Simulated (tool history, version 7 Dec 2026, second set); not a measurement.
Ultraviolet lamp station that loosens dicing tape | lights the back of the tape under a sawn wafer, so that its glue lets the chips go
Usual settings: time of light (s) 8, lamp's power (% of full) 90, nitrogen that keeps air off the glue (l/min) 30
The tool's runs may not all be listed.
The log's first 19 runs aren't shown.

run   hour  time of light (s)  lamp's power (% of full)  nitrogen that keeps air off the glue (l/min)  force that peels the tape off (N)  light that reached the tape (mJ/cm²)
 20  374.8                  8                        87                                            30                              0.479                                   261
 21  389.6                  8                        90                                            34                              0.443                                   267
 22  419.9                  8                        90                                            10                              0.832                                   265
 23  448.5                  8                        90                                            10                              0.777                                   261
 24  465.3                  8                        93                                            36                              0.418                                   270
     475.2  -- lamp changed
 25  487.9                  8                        93                                            36                               0.29                                   371
 26  505.4                 11                        83                                            36                              0.227                                   456
 27  536.7                 13                        81                                            49                              0.202                                   517
 28    561                  5                        90                                            11                              0.936                                   223
 29  575.1                  5                        90                                            11                              0.997                                   215
 30  589.3                  5                        90                                            11                              0.946                                   216
 31  615.8                  8                        88                                            21                              0.403                                   340
 32  638.2                  7                        66                                            51                              0.499                                   221
 33  666.2                  5                        64                                            51                              0.825                                   149
 34  681.2                  4                        89                                            17                              1.087                                   167
 35  697.6                  6                        62                                            28                              0.849                                   176
 36  722.9                  6                        62                                            28                              0.875                                   171
 37  747.2                  6                        74                                            17                               0.87                                   205
 38  763.9                  6                        74                                            45                              0.591                                   201
 39  794.3                  5                        90                                            30                              0.718                                   204
 40  813.6                  5                        90                                            30                              0.724                                   198
 41  830.2                  5                        93                                            30                               0.69                                   204
     843.6  -- window cleaned of glue's vapour
 42  847.2                  6                        90                                            19                              0.591                                   259
 43  869.1                  6                        90                                            19                              0.639                                   256
 44  889.9                  6                        86                                            19                              0.669                                   247

3 ways to go on from here, each from the tool as it stands after run 44. What would each give?
  A  907.2                 12                        74                                            12                                  ?                                     ?
  B  907.2                  8                        74                                            45                                  ?                                     ?
  C  907.2                  5                        62                                            35                                  ?                                     ?

run  force that peels the tape off (N)  light that reached the tape (mJ/cm²)
  A                               0.39                                   421
  B                              0.382                                   278
  C                              0.991                                   148
Without the tool's hidden state the same runs would have given:
run  force that peels the tape off (N)  light that reached the tape (mJ/cm²)
  A                              0.343                                   461
  B                              0.337                                   305
  C                              0.894                                   162

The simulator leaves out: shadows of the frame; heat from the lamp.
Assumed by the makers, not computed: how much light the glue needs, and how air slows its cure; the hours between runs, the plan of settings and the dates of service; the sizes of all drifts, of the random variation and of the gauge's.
